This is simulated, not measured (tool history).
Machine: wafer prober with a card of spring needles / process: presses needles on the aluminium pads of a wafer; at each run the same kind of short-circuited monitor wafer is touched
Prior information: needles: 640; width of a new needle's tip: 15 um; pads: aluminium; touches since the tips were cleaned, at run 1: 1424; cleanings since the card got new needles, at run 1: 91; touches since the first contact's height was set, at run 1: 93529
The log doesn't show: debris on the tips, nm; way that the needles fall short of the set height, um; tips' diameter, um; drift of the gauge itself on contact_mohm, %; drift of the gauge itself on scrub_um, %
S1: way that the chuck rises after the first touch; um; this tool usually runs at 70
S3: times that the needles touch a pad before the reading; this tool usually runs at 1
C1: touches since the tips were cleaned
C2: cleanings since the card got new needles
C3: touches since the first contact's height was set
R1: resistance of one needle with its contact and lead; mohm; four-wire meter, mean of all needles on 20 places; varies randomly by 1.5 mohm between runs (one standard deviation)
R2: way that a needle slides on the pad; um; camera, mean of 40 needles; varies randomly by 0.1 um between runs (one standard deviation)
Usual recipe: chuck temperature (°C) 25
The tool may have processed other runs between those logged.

{"run": 1, "hour": 0.0, "S1": 70, "chuck temperature (°C)": 25, "S3": 1, "C1": 1424, "C2": 91, "C3": 93529, "R1": 141, "R2": 15.75}
{"hour": 3.6, "done": "tips cleaned on abrasive film"}
{"hour": 8.5, "done": "tips cleaned on abrasive film"}
{"hour": 13.4, "done": "tips cleaned on abrasive film"}
{"run": 2, "hour": 15.3, "S1": 70, "chuck temperature (°C)": 25, "S3": 1, "C1": 1204, "C2": 94, "C3": 102949, "R1": 141, "R2": 15.6}
{"hour": 18.8, "done": "tips cleaned on abrasive film"}
{"hour": 24.6, "done": "tips cleaned on abrasive film"}
{"run": 3, "hour": 28.4, "S1": 70, "chuck temperature (°C)": 25, "S3": 1, "C1": 2422, "C2": 96, "C3": 111100, "R1": 142, "R2": 15.47}
{"hour": 29.7, "done": "tips cleaned on abrasive film"}
{"hour": 35.8, "done": "tips cleaned on abrasive film"}
{"hour": 41.9, "done": "tips cleaned on abrasive film"}
{"run": 4, "hour": 46.1, "S1": 70, "chuck temperature (°C)": 53, "S3": 1, "C1": 2645, "C2": 99, "C3": 122021, "R1": 147, "R2": 15.57}
{"hour": 47.4, "done": "tips cleaned on abrasive film"}
{"hour": 53.2, "done": "tips cleaned on abrasive film"}
{"hour": 59.2, "done": "tips cleaned on abrasive film"}
{"run": 5, "hour": 60.8, "S1": 59, "chuck temperature (°C)": 53, "S3": 1, "C1": 1006, "C2": 102, "C3": 131090, "R1": 150, "R2": 13.14}
{"hour": 64.5, "done": "tips cleaned on abrasive film"}
{"hour": 70.6, "done": "tips cleaned on abrasive film"}
{"hour": 76.6, "done": "tips cleaned on abrasive film"}
{"run": 6, "hour": 76.8, "S1": 70, "chuck temperature (°C)": 33, "S3": 1, "C1": 156, "C2": 105, "C3": 140948, "R1": 144, "R2": 15.52}
{"hour": 81.7, "done": "tips cleaned on abrasive film"}
{"hour": 87.8, "done": "tips cleaned on abrasive film"}
{"hour": 93.6, "done": "tips cleaned on abrasive film"}
{"hour": 98.6, "done": "tips cleaned on abrasive film"}
{"run": 7, "hour": 98.6, "S1": 70, "chuck temperature (°C)": 33, "S3": 1, "C1": 0, "C2": 109, "C3": 154378, "R1": 143, "R2": 15.7}
{"hour": 104.6, "done": "tips cleaned on abrasive film"}
{"hour": 109.8, "done": "tips cleaned on abrasive film"}
{"hour": 114.7, "done": "tips cleaned on abrasive film"}
{"run": 8, "hour": 118.6, "S1": 70, "chuck temperature (°C)": 33, "S3": 1, "C1": 2454, "C2": 112, "C3": 166778, "R1": 143, "R2": 15.77}
{"hour": 119.9, "done": "tips cleaned on abrasive film"}
{"hour": 125.9, "done": "tips cleaned on abrasive film"}
{"hour": 130.8, "done": "tips cleaned on abrasive film"}
{"hour": 136.6, "done": "tips cleaned on abrasive film"}
{"run": 9, "hour": 136.6, "S1": 50, "chuck temperature (°C)": 25, "S3": 1, "C1": 0, "C2": 116, "C3": 177845, "R1": 145, "R2": 11.21}
{"hour": 142.4, "done": "tips cleaned on abrasive film"}
{"run": 10, "hour": 146.8, "S1": 70, "chuck temperature (°C)": 25, "S3": 1, "C1": 2781, "C2": 117, "C3": 184215, "R1": 142, "R2": 15.61}
{"hour": 148.1, "done": "tips cleaned on abrasive film"}
{"hour": 153.0, "done": "tips cleaned on abrasive film"}
{"hour": 158.7, "done": "tips cleaned on abrasive film"}
{"run": 11, "hour": 161.1, "S1": 70, "chuck temperature (°C)": 25, "S3": 1, "C1": 1497, "C2": 120, "C3": 192989, "R1": 143, "R2": 15.52}
{"hour": 164.6, "done": "tips cleaned on abrasive film"}
{"hour": 170.6, "done": "tips cleaned on abrasive film"}
{"hour": 176.1, "done": "tips cleaned on abrasive film"}
{"hour": 181.1, "done": "tips cleaned on abrasive film"}
{"run": 12, "hour": 181.1, "S1": 70, "chuck temperature (°C)": 25, "S3": 1, "C1": 0, "C2": 124, "C3": 205304, "R1": 143, "R2": 15.72}
{"hour": 187.2, "done": "tips cleaned on abrasive film"}
{"hour": 193.1, "done": "tips cleaned on abrasive film"}
{"run": 13, "hour": 195.1, "S1": 70, "chuck temperature (°C)": 25, "S3": 1, "C1": 1260, "C2": 126, "C3": 213984, "R1": 140, "R2": 15.7}
{"hour": 196.4, "done": "height of the first contact set anew"}
{"hour": 198.9, "done": "tips cleaned on abrasive film"}
{"hour": 204.9, "done": "tips cleaned on abrasive film"}
{"hour": 209.8, "done": "tips cleaned on abrasive film"}
{"run": 14, "hour": 212.7, "S1": 70, "chuck temperature (°C)": 25, "S3": 1, "C1": 1825, "C2": 129, "C3": 10062, "R1": 143, "R2": 15.57}
{"hour": 215.2, "done": "tips cleaned on abrasive film"}
{"hour": 221.1, "done": "tips cleaned on abrasive film"}
{"run": 15, "hour": 225.2, "S1": 64, "chuck temperature (°C)": 25, "S3": 1, "C1": 2552, "C2": 131, "C3": 17772, "R1": 143, "R2": 14.28}
{"hour": 226.5, "done": "tips cleaned on abrasive film"}
{"hour": 232.3, "done": "tips cleaned on abrasive film"}
{"hour": 237.8, "done": "tips cleaned on abrasive film"}
{"run": 16, "hour": 238.9, "S1": 86, "chuck temperature (°C)": 31, "S3": 3, "C1": 699, "C2": 134, "C3": 26211, "R1": 140, "R2": 19.3}
{"hour": 243.2, "done": "tips cleaned on abrasive film"}
{"hour": 248.8, "done": "tips cleaned on abrasive film"}
{"hour": 254.6, "done": "tips cleaned on abrasive film"}
{"hour": 259.8, "done": "tips cleaned on abrasive film"}
{"run": 17, "hour": 259.8, "S1": 86, "chuck temperature (°C)": 31, "S3": 3, "C1": 0, "C2": 138, "C3": 39066, "R1": 139, "R2": 19.2}
{"hour": 265.5, "done": "tips cleaned on abrasive film"}
{"hour": 271.7, "done": "tips cleaned on abrasive film"}
{"run": 18, "hour": 273.6, "S1": 86, "chuck temperature (°C)": 98, "S3": 3, "C1": 1208, "C2": 140, "C3": 47619, "R1": 151, "R2": 19.31}
{"hour": 277.2, "done": "tips cleaned on abrasive film"}
{"hour": 283.2, "done": "tips cleaned on abrasive film"}
{"run": 19, "hour": 284.0, "S1": 69, "chuck temperature (°C)": 71, "S3": 2, "C1": 516, "C2": 142, "C3": 54069, "R1": 148, "R2": 15.38}
{"hour": 288.8, "done": "tips cleaned on abrasive film"}
{"hour": 293.7, "done": "tips cleaned on abrasive film"}
{"hour": 299.3, "done": "tips cleaned on abrasive film"}
{"run": 20, "hour": 303.3, "S1": 69, "chuck temperature (°C)": 26, "S3": 2, "C1": 2498, "C2": 145, "C3": 65991, "R1": 141, "R2": 15.32}
{"hour": 304.6, "done": "tips cleaned on abrasive film"}
{"hour": 309.9, "done": "tips cleaned on abrasive film"}
{"hour": 315.8, "done": "tips cleaned on abrasive film"}
{"hour": 321.4, "done": "tips cleaned on abrasive film"}
{"run": 21, "hour": 323.1, "S1": 69, "chuck temperature (°C)": 26, "S3": 2, "C1": 1017, "C2": 149, "C3": 78171, "R1": 139, "R2": 15.42}
{"hour": 326.8, "done": "tips cleaned on abrasive film"}
{"hour": 331.7, "done": "tips cleaned on abrasive film"}
{"hour": 337.5, "done": "tips cleaned on abrasive film"}
{"hour": 343.2, "done": "tips cleaned on abrasive film"}
{"run": 22, "hour": 345.2, "S1": 69, "chuck temperature (°C)": 26, "S3": 2, "C1": 1295, "C2": 153, "C3": 91866, "R1": 144, "R2": 15.37}
{"hour": 348.9, "done": "tips cleaned on abrasive film"}
{"hour": 353.8, "done": "tips cleaned on abrasive film"}
{"hour": 358.7, "done": "tips cleaned on abrasive film"}
{"hour": 364.6, "done": "tips cleaned on abrasive film"}
{"run": 23, "hour": 366.4, "S1": 69, "chuck temperature (°C)": 26, "S3": 2, "C1": 1100, "C2": 157, "C3": 104899, "R1": 142, "R2": 15.52}
{"hour": 370.1, "done": "tips cleaned on abrasive film"}
{"hour": 375.0, "done": "tips cleaned on abrasive film"}
{"hour": 381.1, "done": "tips cleaned on abrasive film"}
{"run": 24, "hour": 382.2, "S1": 78, "chuck temperature (°C)": 43, "S3": 2, "C1": 706, "C2": 160, "C3": 114662, "R1": 143, "R2": 17.29}
{"hour": 387.0, "done": "tips cleaned on abrasive film"}
{"hour": 392.9, "done": "tips cleaned on abrasive film"}
{"hour": 398.7, "done": "tips cleaned on abrasive film"}
{"run": 25, "hour": 398.8, "S1": 79, "chuck temperature (°C)": 66, "S3": 1, "C1": 82, "C2": 163, "C3": 124938, "R1": 146, "R2": 17.68}
{"hour": 403.7, "done": "tips cleaned on abrasive film"}
{"hour": 409.5, "done": "tips cleaned on abrasive film"}
{"hour": 415.4, "done": "tips cleaned on abrasive film"}
{"run": 26, "hour": 416.2, "S1": 78, "chuck temperature (°C)": 94, "S3": 1, "C1": 488, "C2": 166, "C3": 135671, "R1": 151, "R2": 17.29}
{"hour": 421.1, "done": "tips cleaned on abrasive film"}
{"hour": 426.9, "done": "tips cleaned on abrasive film"}
{"hour": 432.9, "done": "tips cleaned on abrasive film"}
{"run": 27, "hour": 433.3, "S1": 70, "chuck temperature (°C)": 52, "S3": 1, "C1": 259, "C2": 169, "C3": 146233, "R1": 147, "R2": 15.52}
{"hour": 438.2, "done": "tips cleaned on abrasive film"}
{"hour": 443.8, "done": "tips cleaned on abrasive film"}
{"hour": 449.9, "done": "tips cleaned on abrasive film"}
{"run": 28, "hour": 451.6, "S1": 70, "chuck temperature (°C)": 84, "S3": 1, "C1": 1068, "C2": 172, "C3": 157542, "R1": 151, "R2": 15.71}

Describe how what the log doesn't record of the tool's condition differs between the last listed run preceding each entry between runs and the first listed run following it.
Runs 1 to 2: tips cleaned on abrasive film (hour 3.6); tips cleaned on abrasive film (hour 8.5); tips cleaned on abrasive film (hour 13.4)
  both runs share identical hidden conditions
Runs 2 to 3: tips cleaned on abrasive film (hour 18.8); tips cleaned on abrasive film (hour 24.6)
  debris on the tips, nm: 0.3 -> 0.5
Runs 3 to 4: tips cleaned on abrasive film (hour 29.7); tips cleaned on abrasive film (hour 35.8); tips cleaned on abrasive film (hour 41.9)
  both runs share identical hidden conditions
Runs 4 to 5: tips cleaned on abrasive film (hour 47.4); tips cleaned on abrasive film (hour 53.2); tips cleaned on abrasive film (hour 59.2)
  debris on the tips, nm: 0.5 -> 0.3
Runs 5 to 6: tips cleaned on abrasive film (hour 64.5); tips cleaned on abrasive film (hour 70.6); tips cleaned on abrasive film (hour 76.6)
  debris on the tips, nm: 0.3 -> 0.1
Runs 6 to 7: tips cleaned on abrasive film (hour 81.7); tips cleaned on abrasive film (hour 87.8); tips cleaned on abrasive film (hour 93.6); tips cleaned on abrasive film (hour 98.6)
  debris on the tips, nm: 0.1 -> 0
Runs 7 to 8: tips cleaned on abrasive film (hour 104.6); tips cleaned on abrasive film (hour 109.8); tips cleaned on abrasive film (hour 114.7)
  debris on the tips, nm: 0 -> 0.5
Runs 8 to 9: tips cleaned on abrasive film (hour 119.9); tips cleaned on abrasive film (hour 125.9); tips cleaned on abrasive film (hour 130.8); tips cleaned on abrasive film (hour 136.6)
  debris on the tips, nm: 0.5 -> 0.1; way that the needles fall short of the set height, um: 0.01 -> 0.02
Runs 9 to 10: tips cleaned on abrasive film (hour 142.4)
  debris on the tips, nm: 0.1 -> 0.5
Runs 10 to 11: tips cleaned on abrasive film (hour 148.1); tips cleaned on abrasive film (hour 153); tips cleaned on abrasive film (hour 158.7)
  debris on the tips, nm: 0.5 -> 0.4
Runs 11 to 12: tips cleaned on abrasive film (hour 164.6); tips cleaned on abrasive film (hour 170.6); tips cleaned on abrasive film (hour 176.1); tips cleaned on abrasive film (hour 181.1)
  debris on the tips, nm: 0.4 -> 0
Runs 12 to 13: tips cleaned on abrasive film (hour 187.2); tips cleaned on abrasive film (hour 193.1)
  debris on the tips, nm: 0 -> 0.3
Runs 13 to 14: height of the first contact set anew (hour 196.4); tips cleaned on abrasive film (hour 198.9); tips cleaned on abrasive film (hour 204.9); tips cleaned on abrasive film (hour 209.8)
  debris on the tips, nm: 0.3 -> 0.4; way that the needles fall short of the set height, um: 0.02 -> 0
Runs 14 to 15: tips cleaned on abrasive film (hour 215.2); tips cleaned on abrasive film (hour 221.1)
  debris on the tips, nm: 0.4 -> 0.5
Runs 15 to 16: tips cleaned on abrasive film (hour 226.5); tips cleaned on abrasive film (hour 232.3); tips cleaned on abrasive film (hour 237.8)
  debris on the tips, nm: 0.5 -> 0.2
Runs 16 to 17: tips cleaned on abrasive film (hour 243.2); tips cleaned on abrasive film (hour 248.8); tips cleaned on abrasive film (hour 254.6); tips cleaned on abrasive film (hour 259.8)
  debris on the tips, nm: 0.2 -> 0
Runs 17 to 18: tips cleaned on abrasive film (hour 265.5); tips cleaned on abrasive film (hour 271.7)
  debris on the tips, nm: 0 -> 0.3
Runs 18 to 19: tips cleaned on abrasive film (hour 277.2); tips cleaned on abrasive film (hour 283.2)
  debris on the tips, nm: 0.3 -> 0.2
Runs 19 to 20: tips cleaned on abrasive film (hour 288.8); tips cleaned on abrasive film (hour 293.7); tips cleaned on abrasive film (hour 299.3)
  debris on the tips, nm: 0.2 -> 0.5; way that the needles fall short of the set height, um: 0 -> 0.01; tips' diameter, um: 15.01 -> 15.02
Runs 20 to 21: tips cleaned on abrasive film (hour 304.6); tips cleaned on abrasive film (hour 309.9); tips cleaned on abrasive film (hour 315.8); tips cleaned on abrasive film (hour 321.4)
  debris on the tips, nm: 0.5 -> 0.3
Runs 21 to 22: tips cleaned on abrasive film (hour 326.8); tips cleaned on abrasive film (hour 331.7); tips cleaned on abrasive film (hour 337.5); tips cleaned on abrasive film (hour 343.2)
  both runs share identical hidden conditions
Runs 22 to 23: tips cleaned on abrasive film (hour 348.9); tips cleaned on abrasive film (hour 353.8); tips cleaned on abrasive film (hour 358.7); tips cleaned on abrasive film (hour 364.6)
  both runs share identical hidden conditions
Runs 23 to 24: tips cleaned on abrasive film (hour 370.1); tips cleaned on abrasive film (hour 375); tips cleaned on abrasive film (hour 381.1)
  debris on the tips, nm: 0.3 -> 0.2
Runs 24 to 25: tips cleaned on abrasive film (hour 387); tips cleaned on abrasive film (hour 392.9); tips cleaned on abrasive film (hour 398.7)
  debris on the tips, nm: 0.2 -> 0.1
Runs 25 to 26: tips cleaned on abrasive film (hour 403.7); tips cleaned on abrasive film (hour 409.5); tips cleaned on abrasive film (hour 415.4)
  debris on the tips, nm: 0.1 -> 0.2
Runs 26 to 27: tips cleaned on abrasive film (hour 421.1); tips cleaned on abrasive film (hour 426.9); tips cleaned on abrasive film (hour 432.9)
  debris on the tips, nm: 0.2 -> 0.1
Runs 27 to 28: tips cleaned on abrasive film (hour 438.2); tips cleaned on abrasive film (hour 443.8); tips cleaned on abrasive film (hour 449.9)
  debris on the tips, nm: 0.1 -> 0.3
